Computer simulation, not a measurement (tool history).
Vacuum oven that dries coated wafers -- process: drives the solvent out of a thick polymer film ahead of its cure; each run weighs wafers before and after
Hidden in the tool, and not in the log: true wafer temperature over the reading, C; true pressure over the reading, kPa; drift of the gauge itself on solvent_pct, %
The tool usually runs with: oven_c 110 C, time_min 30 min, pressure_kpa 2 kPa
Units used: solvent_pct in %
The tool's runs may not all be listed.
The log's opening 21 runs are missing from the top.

run     day  oven_c  time_min  pressure_kpa  hours of work since the thermocouples were calibrated  hours of work since the vacuum gauge was cleaned of residue  solvent_pct
 22  45.079     111        30             2                                                    708                                                         2340          5.7
 23  46.454     110        25             2                                                    733                                                         2364          7.1
 24  47.642     114        37          1.73                                                    753                                                         2385          3.4
 25  50.154     110        30          2.16                                                    798                                                         2429          6.2
     51.421  -- oven's thermocouples calibrated
 26  51.471     110        19          5.51                                                      1                                                         2451         9.93
 27      54     110        19          5.51                                                     45                                                         2495         9.87
 28  56.729     110        23             2                                                     93                                                         2543         7.61
 29  59.138     110        30          1.34                                                    136                                                         2586         5.49
 30  61.829     110        49           1.6                                                    183                                                         2633         3.29
 31  63.721     112        27             2                                                    216                                                         2666         5.76
 32  66.175     110        20          2.71                                                    259                                                         2709         8.59
 33  69.033     100        20          2.71                                                    309                                                         2759        12.68
 34  70.912     106        34          1.84                                                    342                                                         2792            7
 35      73     106        30             2                                                    379                                                         2829         7.64
 36  75.121     106        30             2                                                    416                                                         2866         7.71
 37  77.725     110        35             2                                                    462                                                         2912         5.44
 38  79.954     101        35             2                                                    501                                                         2951          9.3
 39  81.938     101        21             2                                                    536                                                         2986         11.6
 40  83.492     101        21             2                                                    563                                                         3013        11.81
 41  85.621     113        30          1.98                                                    601                                                         3051         5.11
 42  88.179     118        49          6.01                                                    646                                                         3096          4.3
 43  89.367     121        25          1.85                                                    667                                                         3117         3.19
 44  91.708     121        51          1.85                                                    708                                                         3158         1.64
 45  94.388     121        51          1.85                                                    755                                                         3205         1.75
 46  95.825     104        19          1.09                                                    780                                                         3230        11.06

Here are 3 independent what-if runs from the current tool condition. What would each one return?
       98.3  -- oven's thermocouples calibrated
  A  98.712     113        23          1.09                                                      7                                                         3279            ?
       98.3  -- oven's thermocouples calibrated
  B  98.712     112        19          2.53                                                      7                                                         3279            ?
       98.3  -- oven's thermocouples calibrated
  C  98.712     120        34          1.24                                                      7                                                         3279            ?

run  solvent_pct
  A         5.76
  B         7.83
  C         2.04
Without the tool's unlogged condition, the same runs would have read:
run  solvent_pct
  A         5.13
  B         7.24
  C         1.42
